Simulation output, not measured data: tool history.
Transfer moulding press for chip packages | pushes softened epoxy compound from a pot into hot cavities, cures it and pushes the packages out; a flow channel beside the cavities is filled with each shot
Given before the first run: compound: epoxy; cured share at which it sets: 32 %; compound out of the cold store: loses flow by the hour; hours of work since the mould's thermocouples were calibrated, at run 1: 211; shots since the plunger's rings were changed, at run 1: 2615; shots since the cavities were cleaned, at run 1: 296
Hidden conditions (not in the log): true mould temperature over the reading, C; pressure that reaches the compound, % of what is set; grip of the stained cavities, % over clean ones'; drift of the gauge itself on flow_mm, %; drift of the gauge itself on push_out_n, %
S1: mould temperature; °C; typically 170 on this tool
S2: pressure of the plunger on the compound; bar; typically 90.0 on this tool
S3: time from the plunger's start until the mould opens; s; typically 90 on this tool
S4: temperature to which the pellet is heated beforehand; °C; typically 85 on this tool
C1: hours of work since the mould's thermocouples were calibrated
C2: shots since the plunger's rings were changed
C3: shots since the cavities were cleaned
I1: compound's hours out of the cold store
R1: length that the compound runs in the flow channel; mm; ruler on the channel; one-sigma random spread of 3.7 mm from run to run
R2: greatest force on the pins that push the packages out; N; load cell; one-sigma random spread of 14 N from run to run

| run | hour | S1 | S2 | S3 | S4 | C1 | C2 | C3 | I1 | R1 | R2 |
|---|---|---|---|---|---|---|---|---|---|---|---|
| 1 | 0.0 | 170 | 90.0 | 90 | 85 | 211 | 2615 | 296 | 16.8 | 565 | 978 |
| 2 | 9.3 | 170 | 90.0 | 84 | 85 | 215 | 2693 | 374 | 10.2 | 581 | 1258 |
| 3 | 17.7 | 163 | 90.0 | 90 | 85 | 218 | 2763 | 444 | 40.1 | 551 | 1784 |
| 4 | 27.8 | 163 | 90.0 | 90 | 85 | 223 | 2848 | 529 | 11.6 | 601 | 1941 |
| 5 | 34.2 | 170 | 90.0 | 90 | 85 | 225 | 2902 | 583 | 8.6 | 584 | 1228 |
|  | 42.7 | cavities cleaned with cleaning compound and waxed |
| 6 | 42.7 | 170 | 90.0 | 90 | 85 | 228 | 2961 | 0 | 16.1 | 555 | 721 |
| 7 | 48.6 | 170 | 90.0 | 90 | 85 | 230 | 3009 | 48 | 12.0 | 575 | 788 |
| 8 | 57.6 | 170 | 90.0 | 90 | 85 | 234 | 3085 | 124 | 36.7 | 526 | 845 |
| 9 | 64.6 | 170 | 90.0 | 90 | 85 | 237 | 3144 | 183 | 37.6 | 536 | 903 |
| 10 | 77.8 | 170 | 90.0 | 90 | 85 | 242 | 3254 | 293 | 34.2 | 540 | 951 |
| 11 | 87.0 | 170 | 90.0 | 90 | 85 | 246 | 3331 | 370 | 26.8 | 543 | 1056 |
| 12 | 96.9 | 175 | 90.0 | 90 | 85 | 250 | 3415 | 454 | 17.4 | 549 | 862 |
| 13 | 104.4 | 174 | 79.3 | 90 | 85 | 253 | 3478 | 517 | 30.5 | 499 | 903 |
| 14 | 116.6 | 164 | 90.0 | 76 | 85 | 258 | 3580 | 619 | 31.2 | 550 | 2599 |
|  | 120.6 | cavities cleaned with cleaning compound and waxed |
| 15 | 124.6 | 170 | 90.0 | 99 | 85 | 261 | 3634 | 33 | 24.5 | 555 | 599 |
| 16 | 132.5 | 163 | 90.0 | 89 | 85 | 264 | 3701 | 100 | 26.0 | 559 | 1402 |
| 17 | 145.1 | 170 | 73.0 | 126 | 83 | 269 | 3806 | 205 | 9.6 | 518 | 632 |
| 18 | 153.9 | 170 | 84.7 | 109 | 88 | 273 | 3880 | 279 | 22.3 | 534 | 729 |

What does the tool deliver on the next run?
| 19 | 167.4 | 172 | 87.6 | 109 | 88 | 278 | 3994 | 393 | 35.3 | ? | ? |

{"run 19": {"R1": 518, "R2": 731}}
With the hidden condition absent and the run-to-run variation left alone, this run would have shown R1 562 mm, R2 468 N.

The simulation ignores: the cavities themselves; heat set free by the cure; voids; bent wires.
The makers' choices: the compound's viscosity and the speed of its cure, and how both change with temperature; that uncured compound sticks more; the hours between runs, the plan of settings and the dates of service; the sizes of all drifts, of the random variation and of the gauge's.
